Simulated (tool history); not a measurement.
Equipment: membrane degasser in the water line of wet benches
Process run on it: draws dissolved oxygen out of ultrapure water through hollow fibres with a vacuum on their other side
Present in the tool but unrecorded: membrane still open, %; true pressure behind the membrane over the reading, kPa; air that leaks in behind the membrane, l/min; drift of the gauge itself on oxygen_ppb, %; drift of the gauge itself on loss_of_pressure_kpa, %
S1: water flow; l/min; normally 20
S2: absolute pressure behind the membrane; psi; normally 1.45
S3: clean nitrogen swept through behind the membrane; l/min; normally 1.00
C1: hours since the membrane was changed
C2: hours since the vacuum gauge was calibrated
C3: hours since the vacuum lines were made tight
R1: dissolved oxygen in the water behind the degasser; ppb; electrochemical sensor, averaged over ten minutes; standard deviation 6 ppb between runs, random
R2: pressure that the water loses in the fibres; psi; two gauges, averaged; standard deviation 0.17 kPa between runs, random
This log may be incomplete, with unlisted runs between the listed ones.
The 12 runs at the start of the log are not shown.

run,hour,S1,S2,S3,C1,C2,C3,R1,R2
13,708.1,20,1.45,1.00,3777,1537,9721,623.5,3.716
14,782.3,20,1.45,1.00,3852,1612,9795,629.2,3.733
15,855.6,18,1.45,1.00,3925,1685,9869,561.4,3.366
16,936.9,20,1.45,1.00,4006,1766,9950,618.6,3.751
17,997.1,20,1.77,1.16,4066,1826,10010,664.4,3.772
18,1051.3,20,1.77,1.16,4121,1881,10064,672.7,3.730
19,1094.0,19,0.97,0.82,4163,1923,10107,487.2,3.575
20,1136.0,16,0.88,0.82,4205,1965,10149,384.3,2.975
21,1205.3,25,0.88,1.36,4275,2035,10218,554.1,4.679
22,1253.1,25,0.88,1.36,4322,2082,10266,558.3,4.699
23,1311.1,26,0.88,0.98,4380,2140,10324,616.8,4.865
24,1359.5,24,1.91,2.61,4429,2189,10373,626.5,4.496

Run 25, settings as shown, results not yet in. Your forecast:
25,1416.5,15,0.88,1.00,4486,2246,10430,?,?

{"run 25": {"R1": 346.4, "R2": 2.843}}
Minus the tool's unlogged condition, the same run would have read R1 324.8 ppb, R2 2.788 psi.
